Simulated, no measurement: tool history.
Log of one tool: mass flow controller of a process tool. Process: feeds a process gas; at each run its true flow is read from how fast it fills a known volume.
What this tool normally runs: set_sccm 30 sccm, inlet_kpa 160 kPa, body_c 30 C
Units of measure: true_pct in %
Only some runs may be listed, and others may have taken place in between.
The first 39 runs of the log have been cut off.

run      day  set_sccm  inlet_kpa  body_c  true_pct
 40  347.083        18        148      32     99.52
 41  356.917        18        148      32     99.55
 42  362.333         7        160      30     98.27
 43  374.488         8        227      30     98.06
 44  379.783        30        160      29    100.25
 45  388.092         9        146      21     99.31
 46  394.812         8        146      38     97.98
 47  402.729         7        146      31     98.02

Branching from run 47: 3 alternative next runs. What would each branch give?
  A  413.575        37        160      22         ?
  B  413.575        19        165      31         ?
  C  413.575         8        267      34         ?

run  true_pct
  A    101.03
  B     99.45
  C     97.20
Stripped of hidden state, with their random variation kept, the same runs would have yielded:
run  true_pct
  A    100.01
  B     98.76
  C     97.45
